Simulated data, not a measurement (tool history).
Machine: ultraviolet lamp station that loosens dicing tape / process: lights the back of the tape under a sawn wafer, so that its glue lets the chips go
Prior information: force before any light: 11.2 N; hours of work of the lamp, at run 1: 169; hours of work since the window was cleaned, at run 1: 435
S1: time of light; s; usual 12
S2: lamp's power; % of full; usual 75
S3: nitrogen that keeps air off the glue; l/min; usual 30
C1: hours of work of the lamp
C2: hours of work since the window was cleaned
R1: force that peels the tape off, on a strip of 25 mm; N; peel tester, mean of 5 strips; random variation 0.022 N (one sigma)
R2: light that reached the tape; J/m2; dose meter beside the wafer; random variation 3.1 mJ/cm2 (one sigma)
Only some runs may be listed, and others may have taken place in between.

run	hour	S1	S2	S3	C1	C2	R1	R2
1	0.0	12	75	30	169	435	1.060	4720
2	8.3	12	75	30	173	439	1.082	4670
3	18.9	11	75	30	179	444	1.272	4320
4	31.9	7	75	30	185	450	2.797	2720
5	44.4	7	75	30	191	457	2.792	2770
6	52.7	7	75	30	195	461	2.671	2740
7	64.5	7	75	30	201	466	2.750	2710
8	71.1	12	75	30	204	470	1.091	4710
9	82.8	17	75	30	210	475	0.480	6670
10	95.5	9	75	30	216	482	1.867	3510
11	103.7	12	62	30	220	486	1.602	3890
12	117.6	22	62	60	227	493	0.303	7160
13	129.8	22	62	60	233	499	0.322	7170
14	135.7	22	62	60	236	501	0.314	7110
15	142.1	12	75	30	239	505	1.085	4710

Predict each of these 3 candidate next runs independently; none follows another, all start after run 15:
A	150.9	6	75	26	243	509	?	?
B	150.9	9	80	30	243	509	?	?
C	150.9	12	90	30	243	509	?	?

run	R1	R2
A	3.402	2330
B	1.675	3720
C	0.699	5660
With the hidden condition removed and each run's random variation left untouched, the same runs would have given:
run	R1	R2
A	3.398	2330
B	1.672	3730
C	0.698	5670
